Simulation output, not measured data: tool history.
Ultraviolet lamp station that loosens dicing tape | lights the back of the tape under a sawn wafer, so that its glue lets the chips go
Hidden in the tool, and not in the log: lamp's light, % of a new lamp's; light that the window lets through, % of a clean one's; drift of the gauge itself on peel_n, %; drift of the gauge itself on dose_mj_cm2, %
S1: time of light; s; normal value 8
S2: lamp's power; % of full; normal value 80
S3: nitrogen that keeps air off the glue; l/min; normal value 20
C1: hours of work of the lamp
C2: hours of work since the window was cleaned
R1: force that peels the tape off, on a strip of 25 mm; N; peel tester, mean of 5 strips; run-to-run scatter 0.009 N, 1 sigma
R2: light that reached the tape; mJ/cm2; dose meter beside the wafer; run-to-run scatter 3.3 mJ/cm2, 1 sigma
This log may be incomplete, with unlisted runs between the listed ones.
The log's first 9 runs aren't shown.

{"run": 10, "hour": 68.3, "S1": 8, "S2": 80, "S3": 20, "C1": 343, "C2": 79, "R1": 0.503, "R2": 447}
{"run": 11, "hour": 76.4, "S1": 8, "S2": 80, "S3": 20, "C1": 348, "C2": 85, "R1": 0.5, "R2": 456}
{"run": 12, "hour": 89.2, "S1": 8, "S2": 80, "S3": 17, "C1": 356, "C2": 93, "R1": 0.562, "R2": 455}
{"run": 13, "hour": 100.1, "S1": 15, "S2": 80, "S3": 17, "C1": 363, "C2": 100, "R1": 0.124, "R2": 844}
{"run": 14, "hour": 114.1, "S1": 15, "S2": 80, "S3": 17, "C1": 372, "C2": 109, "R1": 0.12, "R2": 828}
{"run": 15, "hour": 121.6, "S1": 8, "S2": 80, "S3": 16, "C1": 377, "C2": 114, "R1": 0.569, "R2": 443}
{"run": 16, "hour": 135.1, "S1": 8, "S2": 80, "S3": 16, "C1": 386, "C2": 122, "R1": 0.568, "R2": 446}
{"run": 17, "hour": 147.1, "S1": 8, "S2": 80, "S3": 16, "C1": 393, "C2": 130, "R1": 0.594, "R2": 437}
{"run": 18, "hour": 156.0, "S1": 8, "S2": 80, "S3": 20, "C1": 399, "C2": 136, "R1": 0.526, "R2": 436}
{"run": 19, "hour": 167.6, "S1": 8, "S2": 80, "S3": 20, "C1": 406, "C2": 143, "R1": 0.553, "R2": 438}
{"run": 20, "hour": 175.0, "S1": 8, "S2": 80, "S3": 20, "C1": 411, "C2": 148, "R1": 0.548, "R2": 435}
{"run": 21, "hour": 181.6, "S1": 8, "S2": 80, "S3": 20, "C1": 416, "C2": 152, "R1": 0.53, "R2": 435}

What will run 22 give?
{"run": 22, "hour": 194.6, "S1": 8, "S2": 80, "S3": 20, "C1": 424, "C2": 161, "R1": "?", "R2": "?"}

R1: 0.561 N
R2: 430 mJ/cm2
Had the tool carried no hidden state, the very same run would have given R1 0.374 N, R2 510 mJ/cm2.

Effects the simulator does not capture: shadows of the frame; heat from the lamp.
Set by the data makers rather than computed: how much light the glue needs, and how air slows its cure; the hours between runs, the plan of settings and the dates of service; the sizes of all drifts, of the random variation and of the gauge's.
